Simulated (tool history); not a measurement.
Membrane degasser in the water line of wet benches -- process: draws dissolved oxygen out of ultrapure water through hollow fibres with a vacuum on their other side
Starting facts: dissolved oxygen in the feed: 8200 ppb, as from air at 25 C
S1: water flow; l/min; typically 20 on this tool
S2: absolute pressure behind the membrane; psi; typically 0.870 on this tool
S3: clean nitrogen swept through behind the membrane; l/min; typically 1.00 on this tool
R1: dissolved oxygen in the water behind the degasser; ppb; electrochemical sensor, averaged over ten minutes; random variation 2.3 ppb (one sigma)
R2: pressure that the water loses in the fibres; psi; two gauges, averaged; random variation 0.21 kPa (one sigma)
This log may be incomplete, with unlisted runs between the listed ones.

run,hour,S1,S2,S3,R1,R2
1,0.0,20,0.870,1.00,233.3,7.126
2,54.5,20,0.870,1.13,216.9,7.101
3,103.5,20,1.403,1.00,387.0,7.124
4,152.7,20,1.403,1.00,388.4,7.162
5,195.0,20,1.403,1.22,338.0,7.158
6,249.2,15,1.403,1.22,237.6,5.372
7,299.1,15,1.403,1.22,236.3,5.401
8,357.6,15,1.403,1.22,234.8,5.387
9,384.0,20,0.870,1.55,192.1,7.242
10,427.1,20,0.870,1.55,190.7,7.194
11,454.5,20,0.870,1.55,189.1,7.224
12,507.9,20,0.870,1.00,233.0,7.176
13,568.9,20,0.870,1.00,226.7,7.242
14,618.8,20,0.870,1.00,230.0,7.217
15,668.5,20,0.870,1.00,231.5,7.204
16,697.4,20,0.870,1.00,227.7,7.221
17,753.9,23,0.873,0.63,344.5,8.322
18,787.0,23,1.128,0.63,464.5,8.280
19,840.2,32,1.529,1.78,540.1,11.693
20,866.2,32,1.529,1.78,556.2,11.589
21,893.9,32,1.529,1.78,555.5,11.633
22,952.2,13,1.709,2.52,140.2,4.721
23,992.4,13,1.709,2.52,143.3,4.746
24,1033.9,20,0.946,1.28,221.5,7.319
25,1065.1,17,0.544,1.00,94.2,6.164
26,1108.2,20,0.612,2.42,131.1,7.298
27,1155.6,18,0.793,1.27,160.2,6.563
28,1192.8,13,0.870,1.24,104.4,4.779
29,1234.1,29,0.711,0.43,423.7,10.533
30,1291.1,13,0.870,0.50,193.0,4.749
31,1328.9,13,0.870,0.50,189.6,4.711

Run by run, hidden condition taken away, random variation retained:
Hidden conditions of the tool in this case: membrane still open, %; true pressure behind the membrane over the reading, kPa; air that leaks in behind the membrane, l/min; drift of the gauge itself on oxygen_ppb, %; drift of the gauge itself on loss_of_pressure_kpa, %.
run,R2
1,7.124
2,7.094
3,7.111
4,7.142
5,7.132
6,5.349
7,5.372
8,5.353
9,7.194
10,7.140
11,7.166
12,7.113
13,7.171
14,7.139
15,7.120
16,7.134
17,8.213
18,8.166
19,11.523
20,11.414
21,11.454
22,4.643
23,4.666
24,7.190
25,6.051
26,7.159
27,6.434
28,4.682
29,10.309
30,4.644
31,4.602
R1: at most 0.3 ppb away from the measurement, every run.
